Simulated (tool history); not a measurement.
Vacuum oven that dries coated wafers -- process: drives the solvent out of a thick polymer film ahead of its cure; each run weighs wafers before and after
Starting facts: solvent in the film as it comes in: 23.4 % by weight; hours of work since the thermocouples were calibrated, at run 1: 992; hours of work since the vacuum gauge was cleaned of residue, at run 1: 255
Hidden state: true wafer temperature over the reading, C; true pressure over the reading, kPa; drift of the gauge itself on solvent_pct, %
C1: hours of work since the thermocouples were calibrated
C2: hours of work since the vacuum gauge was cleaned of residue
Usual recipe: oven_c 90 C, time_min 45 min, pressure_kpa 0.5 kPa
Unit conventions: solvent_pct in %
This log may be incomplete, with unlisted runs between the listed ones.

run 1 day=0 | oven_c=90 time_min=45 pressure_kpa=0.5 | C1=992 C2=255 | solvent_pct=4.67
run 2 day=0.971 | oven_c=90 time_min=45 pressure_kpa=0.5 | C1=1006 C2=269 | solvent_pct=4.64
run 3 day=2.2 | oven_c=90 time_min=45 pressure_kpa=0.5 | C1=1024 C2=286 | solvent_pct=4.82
run 4 day=3.025 | oven_c=90 time_min=45 pressure_kpa=0.5 | C1=1035 C2=298 | solvent_pct=4.83
run 5 day=4.167 | oven_c=90 time_min=45 pressure_kpa=0.5 | C1=1052 C2=314 | solvent_pct=4.61
run 6 day=5.371 | oven_c=90 time_min=45 pressure_kpa=0.5 | C1=1069 C2=331 | solvent_pct=4.69
run 7 day=7.204 | oven_c=76 time_min=45 pressure_kpa=0.5 | C1=1095 C2=357 | solvent_pct=12.29
run 8 day=8.988 | oven_c=90 time_min=25 pressure_kpa=0.5 | C1=1120 C2=383 | solvent_pct=8.78
run 9 day=9.888 | oven_c=90 time_min=45 pressure_kpa=0.856 | C1=1133 C2=395 | solvent_pct=5.33
-- day=10.129 oven's thermocouples calibrated
run 10 day=11.508 | oven_c=90 time_min=24 pressure_kpa=0.5 | C1=20 C2=417 | solvent_pct=8.04
run 11 day=12.804 | oven_c=90 time_min=45 pressure_kpa=0.5 | C1=38 C2=436 | solvent_pct=4.07
run 12 day=14.208 | oven_c=90 time_min=45 pressure_kpa=0.582 | C1=58 C2=456 | solvent_pct=4.2
run 13 day=15.975 | oven_c=90 time_min=45 pressure_kpa=0.582 | C1=83 C2=481 | solvent_pct=4.25
run 14 day=17.483 | oven_c=94 time_min=45 pressure_kpa=0.5 | C1=105 C2=502 | solvent_pct=2.63
run 15 day=19.4 | oven_c=94 time_min=45 pressure_kpa=0.5 | C1=132 C2=530 | solvent_pct=2.48
run 16 day=20.967 | oven_c=81 time_min=27 pressure_kpa=0.448 | C1=154 C2=552 | solvent_pct=12.28
run 17 day=22.717 | oven_c=105 time_min=45 pressure_kpa=0.5 | C1=179 C2=577 | solvent_pct=0.78
run 18 day=24.038 | oven_c=105 time_min=45 pressure_kpa=0.5 | C1=198 C2=596 | solvent_pct=0.7
run 19 day=25.225 | oven_c=94 time_min=62 pressure_kpa=0.9 | C1=215 C2=613 | solvent_pct=2.14
run 20 day=27.058 | oven_c=82 time_min=45 pressure_kpa=0.271 | C1=241 C2=639 | solvent_pct=8.27
run 21 day=28.133 | oven_c=94 time_min=44 pressure_kpa=1.814 | C1=256 C2=654 | solvent_pct=4.36
run 22 day=29.25 | oven_c=81 time_min=45 pressure_kpa=0.749 | C1=272 C2=670 | solvent_pct=9.46
run 23 day=30.371 | oven_c=90 time_min=24 pressure_kpa=0.5 | C1=288 C2=686 | solvent_pct=8.23
run 24 day=31.738 | oven_c=79 time_min=45 pressure_kpa=0.282 | C1=308 C2=705 | solvent_pct=10.02
run 25 day=33.646 | oven_c=101 time_min=24 pressure_kpa=0.261 | C1=335 C2=733 | solvent_pct=2.88

Selected run-to-run steps in solvent_pct, each split into two signed amounts: the part the tool would show with no hidden state at all (from settings, incoming material and random variation), and the remainder, which goes to the hidden state together with any gauge scatter not common to the measured and the hidden-state-free results:
Run 9 -> 10: time_min 45 -> 24, pressure_kpa 0.856 -> 0.5, oven's thermocouples calibrated. solvent_pct +2.71 %: hidden state -0.79, all else +3.5.
Run 15 -> 16: oven_c 94 -> 81, time_min 45 -> 27, pressure_kpa 0.5 -> 0.448. solvent_pct +9.8 %: hidden state +0.04, all else +9.76.
Run 16 -> 17: oven_c 81 -> 105, time_min 27 -> 45, pressure_kpa 0.448 -> 0.5. solvent_pct -11.5 %: hidden state -0.14, all else -11.36.
Run 24 -> 25: oven_c 79 -> 101, time_min 45 -> 24, pressure_kpa 0.282 -> 0.261. solvent_pct -7.14 %: hidden state -0.2, all else -6.94.
